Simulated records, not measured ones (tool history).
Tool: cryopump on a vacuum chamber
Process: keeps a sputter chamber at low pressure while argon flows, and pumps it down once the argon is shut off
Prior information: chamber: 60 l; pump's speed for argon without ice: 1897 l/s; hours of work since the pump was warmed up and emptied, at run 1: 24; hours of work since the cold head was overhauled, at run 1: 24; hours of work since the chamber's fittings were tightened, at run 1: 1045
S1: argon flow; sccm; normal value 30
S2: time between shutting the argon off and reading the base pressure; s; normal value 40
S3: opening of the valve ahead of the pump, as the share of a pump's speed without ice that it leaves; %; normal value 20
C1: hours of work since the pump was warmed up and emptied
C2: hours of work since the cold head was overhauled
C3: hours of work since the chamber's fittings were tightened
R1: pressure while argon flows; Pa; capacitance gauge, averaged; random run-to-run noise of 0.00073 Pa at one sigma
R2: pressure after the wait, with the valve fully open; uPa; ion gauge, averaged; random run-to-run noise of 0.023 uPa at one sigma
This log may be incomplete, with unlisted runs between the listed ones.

run   hour  S1   S2  S3   C1   C2    C3      R1    R2
  1    0.0  30   40  20   24   24  1045  0.1335  0.94
  2   36.0  30   40  20   40   40  1060  0.1346  0.89
  3   57.7  30   40  20   49   49  1070  0.1354  0.95
  4   88.5  30   40  20   62   62  1083  0.1350  0.92
  5  129.9  30   40  20   80   80  1101  0.1343  0.92
  6  168.2  30   40  20   96   96  1117  0.1354  0.94
  7  212.4  30   40  20  115  115  1136  0.1351  0.93
  8  241.1  30   40  20  128  128  1149  0.1345  0.92
  9  263.6  30   40  20  137  137  1158  0.1352  0.93
 10  292.3  30   40  20  150  150  1171  0.1362  0.96
 11  332.8  30  135  20  167  167  1188  0.1355  0.54
 12  359.0  39   60  20  178  178  1199  0.1771  0.76
 13  405.0  39   60  20  198  198  1219  0.1768  0.76
 14  446.2  39   60  20  216  216  1237  0.1762  0.76
 15  469.7  27   40  43  226  226  1247  0.0571  0.95
 16  494.5  19   40  56  237  237  1257  0.0326  1.01
 17  525.8  19   40  56  250  250  1271  0.0317  1.00
 18  571.6  19  139  55  270  270  1290  0.0330  0.57
 19  609.7  19  104  23  286  286  1307  0.0759  0.68
 20  644.1  12  126  20  301  301  1322  0.0554  0.65
 21  686.9  14  222  19  319  319  1340  0.0662  0.54
 22  726.4  14  222  19  336  336  1357  0.0689  0.53

Consider 4 possible next runs. They are alternatives, not a sequence: every one starts from the tool as it was left by run 22. What does each give?
  A  750.5  32   21  24  347  347  1367   ?   ?
  B  750.5  12  203  31  347  347  1367   ?   ?
  C  750.5  49   21  42  347  347  1367   ?   ?
  D  750.5  13   80  20  347  347  1367   ?   ?

run      R1    R2
  A  0.1223  1.53
  B  0.0361  0.59
  C  0.1120  1.51
  D  0.0591  0.72
Take away the tool's hidden state, keep each run's random variation, and the runs would have read:
run      R1    R2
  A  0.1173  1.24
  B  0.0342  0.30
  C  0.1042  1.22
  D  0.0570  0.43

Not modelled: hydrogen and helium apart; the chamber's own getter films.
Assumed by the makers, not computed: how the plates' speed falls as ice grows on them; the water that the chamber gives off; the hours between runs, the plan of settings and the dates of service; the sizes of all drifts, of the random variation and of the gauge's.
